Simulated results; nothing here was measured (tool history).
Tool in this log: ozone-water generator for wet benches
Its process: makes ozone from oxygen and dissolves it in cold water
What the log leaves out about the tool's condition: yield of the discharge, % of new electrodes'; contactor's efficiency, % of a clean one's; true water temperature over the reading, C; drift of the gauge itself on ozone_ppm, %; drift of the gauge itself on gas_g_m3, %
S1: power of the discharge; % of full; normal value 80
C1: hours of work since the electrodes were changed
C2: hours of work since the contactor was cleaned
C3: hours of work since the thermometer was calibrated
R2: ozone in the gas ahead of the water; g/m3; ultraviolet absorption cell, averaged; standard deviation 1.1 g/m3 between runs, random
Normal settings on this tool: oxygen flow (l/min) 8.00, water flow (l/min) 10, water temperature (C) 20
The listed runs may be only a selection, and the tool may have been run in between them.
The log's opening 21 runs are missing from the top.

{"run": 22, "hour": 1388.2, "S1": 52, "oxygen flow (l/min)": 9.47, "water flow (l/min)": 11, "water temperature (C)": 20, "C1": 1638, "C2": 1800, "C3": 1800, "dissolved ozone (ppm)": 25.7, "R2": 137.4}
{"run": 23, "hour": 1442.8, "S1": 49, "oxygen flow (l/min)": 8.0, "water flow (l/min)": 12, "water temperature (C)": 23, "C1": 1672, "C2": 1833, "C3": 1833, "dissolved ozone (ppm)": 24.0, "R2": 147.8}
{"run": 24, "hour": 1528.5, "S1": 59, "oxygen flow (l/min)": 8.0, "water flow (l/min)": 7, "water temperature (C)": 23, "C1": 1724, "C2": 1886, "C3": 1886, "dissolved ozone (ppm)": 32.8, "R2": 165.1}
{"run": 25, "hour": 1610.0, "S1": 57, "oxygen flow (l/min)": 8.0, "water flow (l/min)": 7, "water temperature (C)": 19, "C1": 1774, "C2": 1936, "C3": 1936, "dissolved ozone (ppm)": 35.0, "R2": 161.7}
{"run": 26, "hour": 1686.2, "S1": 57, "oxygen flow (l/min)": 8.0, "water flow (l/min)": 15, "water temperature (C)": 19, "C1": 1821, "C2": 1983, "C3": 1983, "dissolved ozone (ppm)": 25.5, "R2": 163.0}
{"hour": 1728.0, "done": "gauge calibrated"}
{"run": 27, "hour": 1739.6, "S1": 97, "oxygen flow (l/min)": 14.07, "water flow (l/min)": 6, "water temperature (C)": 19, "C1": 1854, "C2": 2015, "C3": 2015, "dissolved ozone (ppm)": 39.1, "R2": 159.5}
{"run": 28, "hour": 1832.6, "S1": 97, "oxygen flow (l/min)": 14.07, "water flow (l/min)": 6, "water temperature (C)": 19, "C1": 1911, "C2": 2072, "C3": 2072, "dissolved ozone (ppm)": 38.7, "R2": 162.7}
{"run": 29, "hour": 1917.7, "S1": 59, "oxygen flow (l/min)": 5.58, "water flow (l/min)": 8, "water temperature (C)": 14, "C1": 1963, "C2": 2125, "C3": 2125, "dissolved ozone (ppm)": 43.7, "R2": 213.7}
{"run": 30, "hour": 2001.8, "S1": 86, "oxygen flow (l/min)": 5.58, "water flow (l/min)": 8, "water temperature (C)": 14, "C1": 2015, "C2": 2176, "C3": 2176, "dissolved ozone (ppm)": 56.2, "R2": 268.5}
{"run": 31, "hour": 2083.5, "S1": 80, "oxygen flow (l/min)": 8.0, "water flow (l/min)": 16, "water temperature (C)": 20, "C1": 2065, "C2": 2226, "C3": 2226, "dissolved ozone (ppm)": 29.7, "R2": 202.4}
{"run": 32, "hour": 2138.4, "S1": 80, "oxygen flow (l/min)": 8.0, "water flow (l/min)": 16, "water temperature (C)": 20, "C1": 2099, "C2": 2260, "C3": 2260, "dissolved ozone (ppm)": 29.9, "R2": 203.9}
{"run": 33, "hour": 2222.1, "S1": 41, "oxygen flow (l/min)": 13.15, "water flow (l/min)": 13, "water temperature (C)": 24, "C1": 2150, "C2": 2311, "C3": 2311, "dissolved ozone (ppm)": 16.5, "R2": 96.4}

Each row is a separate what-if for the run after 33, all from the same tool condition, not one after another. Results?
{"run": "A", "hour": 2318.4, "S1": 80, "oxygen flow (l/min)": 8.0, "water flow (l/min)": 13, "water temperature (C)": 20, "C1": 2209, "C2": 2371, "C3": 2371, "dissolved ozone (ppm)": "?", "R2": "?"}
{"run": "B", "hour": 2318.4, "S1": 80, "oxygen flow (l/min)": 8.0, "water flow (l/min)": 10, "water temperature (C)": 15, "C1": 2209, "C2": 2371, "C3": 2371, "dissolved ozone (ppm)": "?", "R2": "?"}
{"run": "C", "hour": 2318.4, "S1": 80, "oxygen flow (l/min)": 13.41, "water flow (l/min)": 10, "water temperature (C)": 20, "C1": 2209, "C2": 2371, "C3": 2371, "dissolved ozone (ppm)": "?", "R2": "?"}

run=A dissolved_ozone_(ppm)=33.7 R2=203.0
run=B dissolved_ozone_(ppm)=41.6 R2=200.8
run=C dissolved_ozone_(ppm)=30.2 R2=144.5
Take away the tool's hidden state, keep each run's random variation, and the runs would have read:
run=A dissolved_ozone_(ppm)=33.7 R2=205.2
run=B dissolved_ozone_(ppm)=41.6 R2=202.9
run=C dissolved_ozone_(ppm)=30.2 R2=146.0
